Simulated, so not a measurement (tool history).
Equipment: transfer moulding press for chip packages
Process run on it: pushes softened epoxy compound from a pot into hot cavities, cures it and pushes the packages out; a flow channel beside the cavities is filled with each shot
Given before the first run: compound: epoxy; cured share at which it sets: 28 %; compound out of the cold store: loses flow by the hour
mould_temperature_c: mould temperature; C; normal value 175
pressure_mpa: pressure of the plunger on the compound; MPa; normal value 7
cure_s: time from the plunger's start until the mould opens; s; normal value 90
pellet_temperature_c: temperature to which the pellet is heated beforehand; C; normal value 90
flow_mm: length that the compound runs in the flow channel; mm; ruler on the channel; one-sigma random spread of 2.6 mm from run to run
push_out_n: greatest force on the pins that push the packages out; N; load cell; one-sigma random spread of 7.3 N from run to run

| run | day | mould_temperature_c | pressure_mpa | cure_s | pellet_temperature_c | incoming compound's hours out of the cold store | flow_mm | push_out_n |
|---|---|---|---|---|---|---|---|---|
| 1 | 0 | 175 | 7 | 90 | 90 | 37.7 | 467 | 303 |
| 2 | 3.183 | 175 | 7 | 90 | 90 | 41.3 | 455 | 285 |
| 3 | 4.738 | 175 | 7 | 90 | 90 | 10.9 | 546 | 312 |
| 4 | 6.908 | 175 | 7 | 105 | 90 | 45.9 | 442 | 280 |
| 5 | 8.517 | 175 | 7 | 90 | 90 | 22.2 | 509 | 306 |
| 6 | 11.588 | 175 | 6.7 | 90 | 90 | 10 | 535 | 314 |
| 7 | 12.825 | 175 | 7 | 90 | 90 | 39.1 | 459 | 301 |
| 8 | 14.933 | 175 | 7 | 90 | 90 | 13.5 | 532 | 291 |
| 9 | 17.862 | 180 | 8.1 | 108 | 89 | 46.8 | 458 | 270 |
| 10 | 19.317 | 180 | 8.1 | 108 | 89 | 43.4 | 475 | 270 |
| 11 | 22.342 | 180 | 8.1 | 108 | 89 | 33 | 504 | 263 |
| 12 | 24.888 | 180 | 8.1 | 108 | 89 | 34.8 | 496 | 270 |
| 13 | 26.404 | 180 | 7 | 121 | 90 | 9 | 534 | 254 |
| 14 | 29.392 | 181 | 6.26 | 126 | 85 | 20.8 | 472 | 263 |
| 15 | 30.721 | 175 | 6.52 | 90 | 90 | 10.4 | 524 | 312 |

The log once held 8 entries between its listed runs, left out of this copy. Where does each go, and what is different about the tool's unlogged condition between the listed run before it and the listed run after it?
From run 1 to run 2: plunger's sealing rings changed (day 0.725); mould's thermocouples calibrated (day 1.646)
  true mould temperature over the reading, C: 0.03 -> 0; pressure that reaches the compound, % of what is set: 99.63 -> 99.96; grip of the stained cavities, % over clean ones': 0 -> 0.9
From run 3 to run 4: cavities cleaned with cleaning compound and waxed (day 5.646)
  pressure that reaches the compound, % of what is set: 99.93 -> 99.91; grip of the stained cavities, % over clean ones': 1.1 -> 0.5
From run 5 to run 6: cavities cleaned with cleaning compound and waxed (day 11.171)
  pressure that reaches the compound, % of what is set: 99.88 -> 99.84; grip of the stained cavities, % over clean ones': 0.9 -> 0.2
From run 8 to run 9: cavities cleaned with cleaning compound and waxed (day 16.738)
  pressure that reaches the compound, % of what is set: 99.79 -> 99.74; grip of the stained cavities, % over clean ones': 1 -> 0.5
From run 10 to run 11: cavities cleaned with cleaning compound and waxed (day 22.2)
  pressure that reaches the compound, % of what is set: 99.72 -> 99.68; grip of the stained cavities, % over clean ones': 0.8 -> 0.1
From run 13 to run 14: cavities cleaned with cleaning compound and waxed (day 27.596); plunger's sealing rings changed (day 28.183)
  pressure that reaches the compound, % of what is set: 99.62 -> 99.97; grip of the stained cavities, % over clean ones': 1.1 -> 0.7
